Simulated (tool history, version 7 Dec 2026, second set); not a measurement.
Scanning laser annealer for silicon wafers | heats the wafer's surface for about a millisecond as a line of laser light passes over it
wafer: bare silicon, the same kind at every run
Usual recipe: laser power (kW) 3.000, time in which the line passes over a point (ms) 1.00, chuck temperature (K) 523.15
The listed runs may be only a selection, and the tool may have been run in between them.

| run | hour | laser power (kW) | time in which the line passes over a point (ms) | chuck temperature (K) | highest temperature of the surface (K) |
|---|---|---|---|---|---|
| 1 | 0.0 | 3.000 | 1.00 | 523.15 | 1332.15 |
| 2 | 77.3 | 3.000 | 1.00 | 523.15 | 1328.15 |
| 3 | 113.5 | 3.000 | 1.00 | 523.15 | 1327.15 |
| 4 | 185.2 | 2.798 | 1.00 | 523.15 | 1254.15 |
| 5 | 228.7 | 3.000 | 1.00 | 523.15 | 1320.15 |
| 6 | 272.1 | 2.931 | 1.00 | 523.15 | 1297.15 |
| 7 | 314.1 | 3.000 | 1.00 | 523.15 | 1319.15 |
| 8 | 357.6 | 3.000 | 1.00 | 515.15 | 1309.15 |
| 9 | 426.2 | 3.000 | 1.00 | 562.15 | 1353.15 |
| 10 | 505.5 | 3.000 | 1.00 | 523.15 | 1308.15 |
| 11 | 583.6 | 3.000 | 1.00 | 523.15 | 1305.15 |
|  | 649.5 | window over the wafer cleaned |
| 12 | 656.5 | 3.000 | 1.00 | 523.15 | 1360.15 |
| 13 | 706.1 | 2.779 | 1.00 | 523.15 | 1277.15 |
| 14 | 757.5 | 3.000 | 1.00 | 531.15 | 1364.15 |
| 15 | 835.8 | 3.000 | 1.00 | 531.15 | 1361.15 |
| 16 | 892.4 | 3.000 | 1.00 | 523.15 | 1350.15 |
| 17 | 946.7 | 3.000 | 1.00 | 485.15 | 1304.15 |
| 18 | 991.5 | 3.000 | 1.00 | 485.15 | 1306.15 |
| 19 | 1057.4 | 3.000 | 0.80 | 523.15 | 1251.15 |
| 20 | 1114.6 | 2.838 | 0.80 | 523.15 | 1198.15 |
| 21 | 1152.9 | 2.838 | 0.80 | 523.15 | 1199.15 |
| 22 | 1206.3 | 3.000 | 0.79 | 523.15 | 1242.15 |
| 23 | 1264.8 | 2.816 | 0.73 | 523.15 | 1154.15 |
| 24 | 1343.6 | 3.090 | 0.75 | 486.15 | 1207.15 |
| 25 | 1408.6 | 3.090 | 0.75 | 486.15 | 1203.15 |
| 26 | 1450.2 | 3.090 | 1.05 | 486.15 | 1343.15 |
| 27 | 1518.9 | 3.112 | 0.94 | 523.15 | 1334.15 |
| 28 | 1577.1 | 2.888 | 1.00 | 523.15 | 1282.15 |
| 29 | 1627.1 | 3.202 | 1.02 | 541.15 | 1417.15 |
| 30 | 1667.8 | 2.657 | 0.85 | 533.15 | 1154.15 |
| 31 | 1752.1 | 2.657 | 0.85 | 533.15 | 1152.15 |
| 32 | 1816.2 | 2.869 | 1.03 | 523.15 | 1279.15 |
| 33 | 1891.0 | 2.869 | 1.03 | 499.15 | 1249.15 |
| 34 | 1947.9 | 2.932 | 0.90 | 523.15 | 1238.15 |
| 35 | 2020.1 | 2.932 | 0.99 | 506.15 | 1257.15 |
|  | 2069.9 | window over the wafer cleaned |
| 36 | 2092.7 | 3.241 | 1.24 | 538.15 | 1559.15 |
| 37 | 2148.5 | 3.241 | 1.24 | 538.15 | 1558.15 |
| 38 | 2225.1 | 3.241 | 1.24 | 538.15 | 1557.15 |
| 39 | 2272.3 | 2.846 | 1.20 | 523.15 | 1363.15 |
| 40 | 2327.5 | 2.846 | 1.20 | 523.15 | 1362.15 |
|  | 2403.2 | optics aligned, line set to its width |
| 41 | 2406.5 | 3.166 | 1.00 | 556.15 | 1448.15 |

Here are 4 independent what-if runs from the current tool condition. What would each one return?
| A | 2450.6 | 2.933 | 0.86 | 511.15 | ? |
| B | 2450.6 | 2.591 | 0.97 | 489.15 | ? |
| C | 2450.6 | 3.099 | 0.91 | 500.15 | ? |
| D | 2450.6 | 2.923 | 1.13 | 533.15 | ? |

| run | highest temperature of the surface (K) |
|---|---|
| A | 1255.15 |
| B | 1157.15 |
| C | 1325.15 |
| D | 1387.15 |
Without the tool's unlogged condition, the same runs would have read:
| run | highest temperature of the surface (K) |
|---|---|
| A | 1263.15 |
| B | 1165.15 |
| C | 1335.15 |
| D | 1397.15 |
